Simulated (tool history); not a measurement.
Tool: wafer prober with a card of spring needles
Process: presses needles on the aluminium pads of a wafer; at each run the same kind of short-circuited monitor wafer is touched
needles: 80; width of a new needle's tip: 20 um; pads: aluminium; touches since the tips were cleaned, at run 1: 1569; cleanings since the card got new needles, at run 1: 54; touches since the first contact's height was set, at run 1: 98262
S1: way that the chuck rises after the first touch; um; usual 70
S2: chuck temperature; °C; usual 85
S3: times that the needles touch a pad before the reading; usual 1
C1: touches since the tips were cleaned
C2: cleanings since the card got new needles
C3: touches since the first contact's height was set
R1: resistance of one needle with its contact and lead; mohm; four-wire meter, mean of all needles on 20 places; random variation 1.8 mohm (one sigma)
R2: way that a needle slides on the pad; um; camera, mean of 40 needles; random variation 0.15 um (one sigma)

{"run": 1, "hour": 0.0, "S1": 70, "S2": 85, "S3": 1, "C1": 1569, "C2": 54, "C3": 98262, "R1": 234, "R2": 13.48}
{"hour": 1.4, "done": "tips cleaned on abrasive film"}
{"hour": 6.7, "done": "tips cleaned on abrasive film"}
{"hour": 12.1, "done": "tips cleaned on abrasive film"}
{"hour": 17.4, "done": "tips cleaned on abrasive film"}
{"hour": 24.1, "done": "tips cleaned on abrasive film"}
{"run": 2, "hour": 27.9, "S1": 70, "S2": 85, "S3": 1, "C1": 1219, "C2": 59, "C3": 106996, "R1": 231, "R2": 13.21}
{"hour": 30.6, "done": "tips cleaned on abrasive film"}
{"hour": 35.9, "done": "tips cleaned on abrasive film"}
{"hour": 41.3, "done": "tips cleaned on abrasive film"}
{"hour": 46.6, "done": "tips cleaned on abrasive film"}
{"run": 3, "hour": 48.7, "S1": 70, "S2": 40, "S3": 1, "C1": 662, "C2": 63, "C3": 113503, "R1": 203, "R2": 13.2}
{"hour": 52.7, "done": "tips cleaned on abrasive film"}
{"hour": 59.3, "done": "tips cleaned on abrasive film"}
{"hour": 66.0, "done": "tips cleaned on abrasive film"}
{"hour": 71.3, "done": "tips cleaned on abrasive film"}
{"run": 4, "hour": 73.5, "S1": 70, "S2": 40, "S3": 1, "C1": 696, "C2": 67, "C3": 121296, "R1": 215, "R2": 13.21}
{"hour": 77.5, "done": "tips cleaned on abrasive film"}
{"hour": 80.4, "done": "height of the first contact set anew"}
{"hour": 83.2, "done": "tips cleaned on abrasive film"}
{"hour": 88.5, "done": "tips cleaned on abrasive film"}
{"run": 5, "hour": 92.1, "S1": 70, "S2": 40, "S3": 1, "C1": 1162, "C2": 70, "C3": 3667, "R1": 221, "R2": 14.75}
{"hour": 94.8, "done": "tips cleaned on abrasive film"}
{"hour": 100.2, "done": "tips cleaned on abrasive film"}
{"hour": 105.5, "done": "tips cleaned on abrasive film"}
{"run": 6, "hour": 105.8, "S1": 70, "S2": 40, "S3": 1, "C1": 103, "C2": 73, "C3": 7945, "R1": 184, "R2": 14.42}
{"hour": 111.2, "done": "tips cleaned on abrasive film"}
{"hour": 117.8, "done": "tips cleaned on abrasive film"}
{"run": 7, "hour": 121.3, "S1": 70, "S2": 40, "S3": 2, "C1": 1126, "C2": 75, "C3": 12826, "R1": 201, "R2": 14.42}
{"hour": 124.1, "done": "tips cleaned on abrasive film"}
{"hour": 129.4, "done": "tips cleaned on abrasive film"}
{"hour": 134.7, "done": "tips cleaned on abrasive film"}
{"run": 8, "hour": 135.3, "S1": 70, "S2": 40, "S3": 2, "C1": 192, "C2": 78, "C3": 17192, "R1": 183, "R2": 14.65}
{"hour": 140.7, "done": "tips cleaned on abrasive film"}
{"hour": 146.0, "done": "tips cleaned on abrasive film"}
{"hour": 151.3, "done": "tips cleaned on abrasive film"}
{"run": 9, "hour": 156.4, "S1": 87, "S2": 96, "S3": 1, "C1": 1617, "C2": 81, "C3": 23819, "R1": 218, "R2": 17.68}
{"hour": 157.8, "done": "tips cleaned on abrasive film"}
{"hour": 163.1, "done": "tips cleaned on abrasive film"}
{"hour": 168.5, "done": "tips cleaned on abrasive film"}
{"hour": 173.8, "done": "tips cleaned on abrasive film"}
{"hour": 179.1, "done": "tips cleaned on abrasive film"}
{"hour": 184.5, "done": "tips cleaned on abrasive film"}
{"run": 10, "hour": 185.3, "S1": 87, "S2": 76, "S3": 2, "C1": 258, "C2": 87, "C3": 32845, "R1": 184, "R2": 17.73}
{"hour": 190.6, "done": "tips cleaned on abrasive film"}
{"hour": 196.0, "done": "tips cleaned on abrasive film"}
{"hour": 201.3, "done": "tips cleaned on abrasive film"}
{"hour": 206.6, "done": "tips cleaned on abrasive film"}
{"run": 11, "hour": 211.5, "S1": 54, "S2": 40, "S3": 2, "C1": 1545, "C2": 91, "C3": 41070, "R1": 239, "R2": 10.9}
{"hour": 212.9, "done": "tips cleaned on abrasive film"}
{"hour": 219.5, "done": "tips cleaned on abrasive film"}
{"hour": 225.5, "done": "tips cleaned on abrasive film"}
{"run": 12, "hour": 225.5, "S1": 53, "S2": 63, "S3": 1, "C1": 0, "C2": 94, "C3": 45445, "R1": 195, "R2": 10.5}

Forecast each of these 4 alternatives for the next run:
{"hour": 230.8, "done": "tips cleaned on abrasive film"}
{"hour": 236.1, "done": "tips cleaned on abrasive film"}
{"hour": 241.5, "done": "tips cleaned on abrasive film"}
{"run": "A", "hour": 242.4, "S1": 53, "S2": 63, "S3": 2, "C1": 280, "C2": 97, "C3": 50735, "R1": "?", "R2": "?"}
{"hour": 230.8, "done": "tips cleaned on abrasive film"}
{"hour": 236.1, "done": "tips cleaned on abrasive film"}
{"hour": 241.5, "done": "tips cleaned on abrasive film"}
{"run": "B", "hour": 242.4, "S1": 90, "S2": 107, "S3": 3, "C1": 280, "C2": 97, "C3": 50735, "R1": "?", "R2": "?"}
{"hour": 230.8, "done": "tips cleaned on abrasive film"}
{"hour": 236.1, "done": "tips cleaned on abrasive film"}
{"hour": 241.5, "done": "tips cleaned on abrasive film"}
{"run": "C", "hour": 242.4, "S1": 59, "S2": 63, "S3": 1, "C1": 280, "C2": 97, "C3": 50735, "R1": "?", "R2": "?"}
{"hour": 230.8, "done": "tips cleaned on abrasive film"}
{"hour": 236.1, "done": "tips cleaned on abrasive film"}
{"hour": 241.5, "done": "tips cleaned on abrasive film"}
{"run": "D", "hour": 242.4, "S1": 59, "S2": 85, "S3": 1, "C1": 280, "C2": 97, "C3": 50735, "R1": "?", "R2": "?"}

run=A R1=203 R2=10.37
run=B R1=187 R2=18.41
run=C R1=206 R2=11.72
run=D R1=208 R2=11.68
Without the tool's hidden state the same runs would have given:
run=A R1=183 R2=10.95
run=B R1=182 R2=19
run=C R1=181 R2=12.3
run=D R1=183 R2=12.26
